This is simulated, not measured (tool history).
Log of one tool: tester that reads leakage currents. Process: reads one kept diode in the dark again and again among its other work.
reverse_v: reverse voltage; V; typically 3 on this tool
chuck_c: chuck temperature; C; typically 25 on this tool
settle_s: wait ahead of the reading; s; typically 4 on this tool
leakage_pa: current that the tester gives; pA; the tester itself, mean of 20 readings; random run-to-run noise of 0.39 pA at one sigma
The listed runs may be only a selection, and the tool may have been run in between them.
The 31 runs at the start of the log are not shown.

run	hour	reverse_v	chuck_c	settle_s	leakage_pa
# hour 2153.4: chuck's temperature calibrated
32	2211.3	1.21	39	0.8	240.12
33	2263.2	1.21	49	1.57	454.81
34	2314.9	1.05	47	1.88	378.72
35	2411.5	3	32	0.32	221.15
36	2500.8	3	32	0.32	221.1
37	2581.1	2.82	34	1.69	247.07
38	2624.6	12.97	50	4	1338.95
39	2688.5	2.93	23	1.39	114.95
40	2739.6	2.93	23	1.39	115.49
41	2831.4	2.93	23	1.39	116.66

Below are 3 alternative next runs, each starting from the tool's condition after run 41. Predict each:
A	2910.4	11.46	44	1.39	?
B	2910.4	3	25	0.85	?
C	2910.4	3	25	0.36	?

run	leakage_pa
A	873.28
B	135.88
C	136.9
Without the tool's hidden state the same runs would have given:
run	leakage_pa
A	833.32
B	128.76
C	129.76
